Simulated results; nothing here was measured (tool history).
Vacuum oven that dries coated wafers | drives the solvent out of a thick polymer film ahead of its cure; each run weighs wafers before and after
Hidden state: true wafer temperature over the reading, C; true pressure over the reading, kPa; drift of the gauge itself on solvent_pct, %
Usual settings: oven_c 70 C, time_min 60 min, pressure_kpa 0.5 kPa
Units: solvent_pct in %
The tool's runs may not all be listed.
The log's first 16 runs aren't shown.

run,hour,oven_c,time_min,pressure_kpa,hours of work since the thermocouples were calibrated,hours of work since the vacuum gauge was cleaned of residue,solvent_pct
17,592,70,55,0.93,629,1600,1.44
18,645.5,70,55,0.93,662,1633,1.39
19,701,65,36,0.53,696,1667,5.02
20,746,65,89,0.898,723,1694,1
21,782.2,65,89,0.898,745,1716,1.02
# hour 800.4: oven's thermocouples calibrated
22,838.8,70,68,1.835,24,1750,1.29
23,865.4,70,68,1.835,40,1766,1.35
24,890.2,70,39,0.476,55,1781,3.14
25,945.1,73,35,0.739,89,1815,2.75
26,967.9,73,35,0.739,103,1829,2.78
27,1009.8,73,62,1.206,128,1855,0.96
28,1041.3,81,97,1.805,148,1874,0.46
29,1086.6,82,100,1.108,175,1902,0.26
30,1141.8,67,100,1.108,209,1935,0.8
31,1179.4,67,100,1.108,232,1959,0.79
32,1207.2,80,100,1.158,249,1976,0.22
33,1249.6,80,100,1.158,275,2002,0.28
34,1300.5,62,100,1.158,307,2033,1.51

5 ways to go on from here, each from the tool as it stands after run 34. What would each give?
A,1356.6,70,60,0.543,341,2067,?
B,1356.6,71,51,0.303,341,2067,?
C,1356.6,64,33,0.5,341,2067,?
D,1356.6,61,47,0.996,341,2067,?
E,1356.6,70,69,0.623,341,2067,?

run,solvent_pct
A,1.23
B,1.48
C,6.53
D,5.66
E,0.92
Without the tool's hidden state the same runs would have given:
run,solvent_pct
A,1.16
B,1.43
C,6.55
D,5.65
E,0.84
